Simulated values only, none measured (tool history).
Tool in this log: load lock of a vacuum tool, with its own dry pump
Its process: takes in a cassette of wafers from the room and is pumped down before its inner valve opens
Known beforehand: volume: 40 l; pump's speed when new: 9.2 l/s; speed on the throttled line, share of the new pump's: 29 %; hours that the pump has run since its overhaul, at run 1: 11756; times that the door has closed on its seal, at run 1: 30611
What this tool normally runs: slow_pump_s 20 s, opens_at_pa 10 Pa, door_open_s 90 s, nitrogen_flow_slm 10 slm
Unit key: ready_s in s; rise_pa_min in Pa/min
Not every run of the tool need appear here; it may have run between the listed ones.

run	hour	slow_pump_s	opens_at_pa	door_open_s	nitrogen_flow_slm	hours that the pump has run since its overhaul	times that the door has closed on its seal	incoming humidity of the room's air, %	ready_s	rise_pa_min
1	0.0	20	10	90	10	11756	30611	44.8	58.0	0.275
2	561.8	20	10	90	10	12318	31857	47.9	58.4	0.303
3	909.7	20	10	90	10	12666	32629	44.0	57.8	0.308
4	1459.7	20	10	90	10	13216	33850	42.6	58.6	0.321
5	2058.8	16	10	90	10	13815	35179	47.3	55.5	0.340
6	2478.6	20	10	90	10	14235	36111	41.6	58.7	0.337
7	3050.8	20	10	90	10	14807	37381	44.4	59.1	0.355
8	3689.9	13	10	90	10	15446	38799	47.0	54.2	0.380
9	4096.6	13	10	90	10	15853	39702	45.5	54.4	0.387
10	4465.3	13	10	90	10	16222	40520	43.9	54.7	0.390
11	5112.4	13	10	90	10	16869	41956	46.3	54.7	0.421
12	5483.9	13	10	90	10	17240	42780	45.4	55.1	0.427
13	6164.3	13	10	90	10	17921	44290	48.9	55.4	0.453
14	6514.2	13	10	90	10	18271	45066	45.0	55.6	0.456
15	6935.1	13	10	90	10	18691	46000	43.3	55.8	0.470
16	7402.7	11	10	90	10	19159	47038	41.6	54.9	0.478
17	7877.4	11	10	90	10	19634	48091	43.3	54.4	0.500
18	8405.7	11	10	90	10	20162	49264	41.8	54.4	0.516
19	8933.3	11	10	143	30	20690	50435	45.8	55.0	0.530
# hour 9019.4: door's seal changed, seat wiped
20	9213.2	11	10	143	30	20968	430	50.3	55.2	0.047
21	9691.9	11	10	143	30	21447	1493	44.2	55.1	0.034
22	10040.1	11	10	143	30	21795	2266	44.5	55.4	0.045
23	10337.6	11	10	54	16	22092	2926	41.9	55.0	0.037
# hour 10821.0: dry pump taken out, an overhauled one fitted
24	10821.0	20	10	90	5	0	3985	39.5	54.2	0.063
25	11197.5	12	15	88	15	377	4821	48.1	47.1	0.060
26	11529.1	37	15	88	5	708	5556	45.6	64.9	0.075
27	12041.0	20	8	140	8	1220	6692	42.9	56.0	0.090
28	12684.3	20	8	140	8	1863	8120	44.5	55.9	0.095
29	13207.9	31	9	67	23	2387	9282	45.5	63.7	0.062
30	13581.2	20	10	90	9	2760	10110	45.9	55.2	0.089
31	14124.5	20	10	90	9	3304	11316	43.3	55.4	0.096
32	14802.0	11	10	91	9	3981	12819	44.1	49.3	0.101
33	15322.0	16	10	90	8	4501	13973	45.5	52.9	0.115
34	15689.3	20	8	90	10	4868	14788	45.2	56.4	0.119
35	16109.4	20	10	90	10	5288	15721	46.9	56.0	0.130
36	16688.5	11	19	90	10	5868	17006	45.2	46.7	0.127

Results for each run, recomputed without the tool's hidden state and with each run's random variation untouched:
The hidden state here: pump's speed, % of a new pump's; leak at the door's seal, Pa l/s; drift of the gauge itself on ready_s, %; drift of the gauge itself on rise_pa_min, %.
run	ready_s	rise_pa_min
1	54.6	0.043
2	54.8	0.055
3	54.2	0.048
4	54.8	0.051
5	51.5	0.055
6	54.6	0.043
7	54.8	0.047
8	49.5	0.052
9	49.6	0.052
10	49.8	0.047
11	49.6	0.055
12	49.8	0.050
13	49.9	0.056
14	50.0	0.048
15	50.0	0.045
16	48.8	0.044
17	48.1	0.045
18	48.0	0.044
19	48.3	0.040
20	48.4	0.047
21	48.1	0.031
22	48.3	0.039
23	47.9	0.029
24	54.3	0.051
25	47.1	0.045
26	64.8	0.057
27	55.8	0.067
28	55.5	0.065
29	63.2	0.027
30	54.6	0.050
31	54.6	0.049
32	48.4	0.046
33	51.8	0.052
34	55.3	0.051
35	54.7	0.055
36	45.3	0.044
